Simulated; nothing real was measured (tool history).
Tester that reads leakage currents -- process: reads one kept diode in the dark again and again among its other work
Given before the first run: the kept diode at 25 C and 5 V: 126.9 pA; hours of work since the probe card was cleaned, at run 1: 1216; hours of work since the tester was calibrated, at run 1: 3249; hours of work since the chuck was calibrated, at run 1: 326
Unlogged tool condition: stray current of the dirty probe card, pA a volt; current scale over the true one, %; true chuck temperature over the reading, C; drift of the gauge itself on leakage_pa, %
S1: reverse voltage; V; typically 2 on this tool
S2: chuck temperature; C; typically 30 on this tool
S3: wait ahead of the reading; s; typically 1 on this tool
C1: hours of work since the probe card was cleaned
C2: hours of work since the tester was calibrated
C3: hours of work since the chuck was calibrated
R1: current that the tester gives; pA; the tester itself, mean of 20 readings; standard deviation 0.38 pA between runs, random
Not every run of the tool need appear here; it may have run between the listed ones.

Run 1, hour 0: usual settings; C1 1216; C2 3249; C3 326. Result: R1 131.21 pA.
Run 2, hour 203.6: usual settings; C1 1330; C2 3362; C3 439. Result: R1 132.87 pA.
Run 3, hour 389.5: usual settings; C1 1433; C2 3465; C3 542. Result: R1 134.12 pA.
Run 4, hour 588.6: usual settings; C1 1543; C2 3576; C3 653. Result: R1 136.14 pA.
Run 5, hour 739.7: usual settings; C1 1627; C2 3660; C3 737. Result: R1 136.91 pA.
Run 6, hour 944.8: usual settings; C1 1741; C2 3774; C3 851. Result: R1 137.42 pA.
Run 7, hour 1121.5: usual settings but S3 8.5 s; C1 1839; C2 3872; C3 949. Result: R1 139.06 pA.
Run 8, hour 1227.7: usual settings; C1 1898; C2 3931; C3 1008. Result: R1 139.27 pA.
Run 9, hour 1425.9: usual settings but S3 2.59 s; C1 2008; C2 4041; C3 1118. Result: R1 141.34 pA.
Run 10, hour 1517.1: usual settings but S3 2.59 s; C1 2059; C2 4091; C3 1168. Result: R1 141.55 pA.
Run 11, hour 1652.8: usual settings but S3 2.59 s; C1 2134; C2 4167; C3 1244. Result: R1 142.15 pA.
Run 12, hour 1863: usual settings; C1 2251; C2 4283; C3 1360. Result: R1 144.15 pA.
At hour 1916.2: tester calibrated.
Run 13, hour 1958.1: usual settings but S1 12.24 V; C1 2303; C2 23; C3 1412. Result: R1 320.49 pA.
Run 14, hour 2128.8: usual settings but S1 12.24 V; C1 2397; C2 118; C3 1507. Result: R1 323.11 pA.
Run 15, hour 2311.5: usual settings; C1 2499; C2 219; C3 1608. Result: R1 146.6 pA.
Run 16, hour 2407.5: usual settings but S1 6.28 V, S2 57 C, S3 0.42 s; C1 2552; C2 273; C3 1662. Result: R1 1639.35 pA.

Predict the results of run 17:
At hour 2516.7: chuck's temperature calibrated.
Run 17, hour 2603.2: usual settings but S1 6.28 V, S2 57 C, S3 0.42 s; C1 2660; C2 380; C3 48. Result: R1 ?.

R1: 1432.75 pA
Were there no unlogged condition in the tool, this run, its random variation unchanged, would have produced R1 1451.71 pA.
